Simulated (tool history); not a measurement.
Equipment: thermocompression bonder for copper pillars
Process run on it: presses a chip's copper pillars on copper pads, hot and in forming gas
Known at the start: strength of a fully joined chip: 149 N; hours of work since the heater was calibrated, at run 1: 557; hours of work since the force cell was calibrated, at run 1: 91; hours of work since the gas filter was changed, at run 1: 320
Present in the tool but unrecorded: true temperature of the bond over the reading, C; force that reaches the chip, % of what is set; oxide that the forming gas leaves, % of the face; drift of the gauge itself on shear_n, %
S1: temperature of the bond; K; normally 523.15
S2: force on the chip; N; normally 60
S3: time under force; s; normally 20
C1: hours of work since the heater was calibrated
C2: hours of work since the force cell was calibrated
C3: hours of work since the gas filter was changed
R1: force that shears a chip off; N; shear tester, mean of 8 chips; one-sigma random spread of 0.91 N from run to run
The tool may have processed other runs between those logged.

run,day,S1,S2,S3,C1,C2,C3,R1
1,0,523.15,60,20,557,91,320,90.8
2,0.35,523.15,60,20,560,95,323,89.8
3,0.908,523.15,60,20,566,101,329,90
4,1.421,523.15,60,20,571,106,334,91.2
5,1.996,523.15,60,20,577,112,340,91.3
6,2.325,525.15,60,20,581,115,343,94.8
7,3.004,525.15,60,20,587,122,350,91.9
8,3.675,525.15,60,20,594,129,357,92.4
9,4.362,525.15,60,20,601,136,364,92.6
10,4.738,523.15,60,20,605,139,368,90.3
11,5.292,523.15,60,20,611,145,373,90
12,5.896,523.15,60,20,617,151,380,89.9
13,6.288,523.15,60,20,621,155,383,88.4
14,6.654,507.15,60,20,624,159,387,72.3
# day 6.779: heater calibrated with a thermocouple chip
15,7.496,523.15,66,22,7,167,395,97.4
16,8.175,523.15,63,22,14,173,402,95.6
17,8.638,523.15,64,23,19,178,406,97.8
18,9.2,509.15,38,13,25,184,412,42.5
19,9.746,537.15,60,49,30,189,418,122.8
20,10.308,537.15,60,49,36,195,423,122.8
# day 10.812: heater calibrated with a thermocouple chip, once more
21,10.958,506.15,60,19,1,201,429,63.4
22,11.658,525.15,64,13,9,208,436,79.4
23,12.246,525.15,64,13,15,214,442,80.6
24,12.683,525.15,64,11,19,218,447,75.6
25,13.312,543.15,71,21,25,225,453,116.4
26,13.712,500.15,60,20,29,229,457,59.8

Here are 3 independent what-if runs from the current tool condition. What would each one return?
A,14.446,495.15,69,20,37,236,465,?
B,14.446,523.15,60,20,37,236,465,?
C,14.446,544.15,48,10,37,236,465,?

run,R1
A,60.1
B,83.5
C,76.4
The same runs, with their run-to-run variation unchanged, on a tool lacking any hidden condition would have given:
run,R1
A,64.9
B,90.5
C,82.7
